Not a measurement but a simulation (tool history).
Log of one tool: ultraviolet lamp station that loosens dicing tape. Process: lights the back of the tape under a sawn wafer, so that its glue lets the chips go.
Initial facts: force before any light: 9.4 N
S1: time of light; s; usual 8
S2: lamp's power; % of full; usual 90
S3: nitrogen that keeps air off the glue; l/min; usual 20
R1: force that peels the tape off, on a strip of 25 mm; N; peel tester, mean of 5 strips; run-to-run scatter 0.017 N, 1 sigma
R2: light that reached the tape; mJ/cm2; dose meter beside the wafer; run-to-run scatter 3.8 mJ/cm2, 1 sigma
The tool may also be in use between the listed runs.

run,hour,S1,S2,S3,R1,R2
1,0,8,90,20,1.17,551
2,7.5,8,90,20,1.14,543
3,14,8,90,20,1.134,553
4,24.4,8,90,20,1.137,540
5,34.3,8,90,24,1.037,545
6,46.8,8,90,20,1.22,537
7,58.4,8,90,20,1.185,548
8,70.8,8,90,13,1.521,537
9,78.4,8,90,13,1.129,614
10,86,5,90,20,2.167,385
11,95.9,5,90,20,2.142,384
12,110.5,5,90,20,2.175,380
13,123,5,73,20,2.821,307
14,133.8,8,90,20,0.982,601
15,145.9,8,90,20,0.947,600
16,159.3,11,90,20,0.491,819
17,169.8,11,90,20,0.473,813
18,182.3,8,71,20,1.579,474
19,194.8,8,71,20,1.561,466
20,204.7,8,71,20,1.545,463
21,214.2,8,90,20,1.007,582
22,227,8,90,20,1.06,587
23,238.7,8,90,20,1.062,581
24,245,8,90,20,1.042,583
25,252.7,8,66,11,2.297,423
26,267.4,8,68,7,2.74,438
27,276.8,5,71,28,2.803,282
28,289.5,9,68,17,1.529,492
29,301.6,12,90,9,0.773,858
30,311.1,8,84,14,1.482,532
31,324.9,6,62,9,3.935,290
32,336.8,6,62,9,3.688,292
33,348.3,8,71,20,1.686,444
34,361.5,8,64,20,1.978,400
35,372.4,9,94,6,1.652,654
36,378.4,9,94,6,1.637,651
37,391.4,8,64,27,1.798,394
38,405.2,6,94,8,2.637,431
39,414.4,6,63,9,3.828,286
40,422.1,6,63,9,3.874,288
41,429.4,8,93,37,0.811,565
42,436.4,8,93,37,0.824,561
43,445.9,16,62,32,0.454,744
44,459.6,6,90,20,1.926,405

Missing from the log above: 1 entry noted between runs. For each, name the pair of listed runs it sits between and say how the tool's hidden condition differs from the listed run just before to the listed run just after:
Between runs 8 and 9: window cleaned of glue's vapour (hour 72.8)
  lamp's light, % of a new lamp's: 93.7 -> 93.6; light that the window lets through, % of a clean one's: 87 -> 99.9
  measured result minus the result with no hidden state, R1: +0.479 -> +0.138 N; R2: -122 -> -43 mJ/cm2

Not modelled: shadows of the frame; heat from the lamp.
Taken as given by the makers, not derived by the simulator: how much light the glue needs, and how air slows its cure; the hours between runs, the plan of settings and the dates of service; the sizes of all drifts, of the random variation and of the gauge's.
